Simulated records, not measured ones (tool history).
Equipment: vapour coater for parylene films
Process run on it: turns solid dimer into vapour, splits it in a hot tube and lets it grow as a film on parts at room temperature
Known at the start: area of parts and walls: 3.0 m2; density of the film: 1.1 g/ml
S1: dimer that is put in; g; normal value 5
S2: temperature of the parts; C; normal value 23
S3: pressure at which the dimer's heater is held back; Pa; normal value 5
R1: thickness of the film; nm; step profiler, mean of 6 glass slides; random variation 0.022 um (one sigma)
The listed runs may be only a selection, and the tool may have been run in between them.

run 1 hour=0 | S1=5 S2=23 S3=5 | R1=1030
run 2 hour=25.1 | S1=5 S2=21 S3=5 | R1=1060
run 3 hour=52.3 | S1=5 S2=23 S3=5 | R1=1010
run 4 hour=67.5 | S1=5 S2=23 S3=5 | R1=1030
run 5 hour=81.1 | S1=3 S2=23 S3=5 | R1=600
run 6 hour=96.3 | S1=5 S2=31 S3=5 | R1=900
run 7 hour=115.2 | S1=7 S2=31 S3=5 | R1=1210
run 8 hour=137.5 | S1=7 S2=31 S3=5 | R1=1210
run 9 hour=164.2 | S1=7 S2=31 S3=5 | R1=1200
-- hour=182.2 trap's valve overhauled
run 10 hour=182.2 | S1=7 S2=31 S3=5 | R1=1440
run 11 hour=200.9 | S1=7 S2=31 S3=5 | R1=1430
run 12 hour=214.4 | S1=7 S2=31 S3=5 | R1=1430
run 13 hour=232 | S1=5 S2=23 S3=5 | R1=1140
run 14 hour=253.6 | S1=4 S2=23 S3=5 | R1=910
run 15 hour=280 | S1=4 S2=23 S3=5 | R1=900
run 16 hour=301.9 | S1=4 S2=23 S3=5 | R1=910
run 17 hour=325.7 | S1=4 S2=23 S3=5 | R1=930
run 18 hour=346.8 | S1=5 S2=23 S3=4.16 | R1=1180
run 19 hour=358.8 | S1=5 S2=23 S3=4.16 | R1=1190
run 20 hour=379.9 | S1=5 S2=23 S3=4.16 | R1=1180
run 21 hour=397.4 | S1=5 S2=23 S3=4.16 | R1=1140
run 22 hour=422.9 | S1=5 S2=16 S3=5 | R1=1220
run 23 hour=445.5 | S1=5 S2=16 S3=5 | R1=1240
run 24 hour=463.4 | S1=5 S2=23 S3=5 | R1=1100
run 25 hour=487.6 | S1=5 S2=23 S3=5 | R1=1100
run 26 hour=503.8 | S1=6 S2=33 S3=5 | R1=1120
run 27 hour=521.4 | S1=6 S2=33 S3=5 | R1=1110
run 28 hour=536.9 | S1=2 S2=23 S3=3.28 | R1=510
run 29 hour=554.2 | S1=2 S2=23 S3=3.28 | R1=540
run 30 hour=567 | S1=2 S2=23 S3=3.28 | R1=460
run 31 hour=582.8 | S1=2 S2=17 S3=3.28 | R1=530
run 32 hour=605 | S1=4 S2=24 S3=5 | R1=840
run 33 hour=622 | S1=4 S2=24 S3=5 | R1=850
run 34 hour=639.7 | S1=2 S2=17 S3=5 | R1=490
run 35 hour=663.9 | S1=7 S2=26 S3=2.59 | R1=1700
run 36 hour=686.4 | S1=6 S2=35 S3=5 | R1=1050
run 37 hour=711 | S1=3 S2=26 S3=3.46 | R1=660
run 38 hour=731.9 | S1=3 S2=26 S3=3.46 | R1=620
run 39 hour=752.8 | S1=3 S2=26 S3=3.46 | R1=650
run 40 hour=772.7 | S1=7 S2=33 S3=6.79 | R1=1150
run 41 hour=789 | S1=7 S2=33 S3=6.79 | R1=1150
run 42 hour=814.4 | S1=8 S2=23 S3=2.57 | R1=1990
run 43 hour=829.5 | S1=3 S2=15 S3=3.42 | R1=740
run 44 hour=841.6 | S1=3 S2=23 S3=6.43 | R1=570
run 45 hour=868.1 | S1=5 S2=23 S3=9.15 | R1=900
run 46 hour=887.3 | S1=3 S2=21 S3=5 | R1=610
run 47 hour=898.5 | S1=6 S2=31 S3=3.91 | R1=1110

3 ways to go on from here, each from the tool as it stands after run 47. What would each give?
run A hour=921.4 | S1=3 S2=16 S3=3.05 | R1=?
run B hour=921.4 | S1=3 S2=26 S3=8.92 | R1=?
run C hour=921.4 | S1=3 S2=16 S3=10.51 | R1=?

run=A R1=760
run=B R1=520
run=C R1=560
Stripped of hidden state, with their random variation kept, the same runs would have yielded:
run=A R1=870
run=B R1=600
run=C R1=650
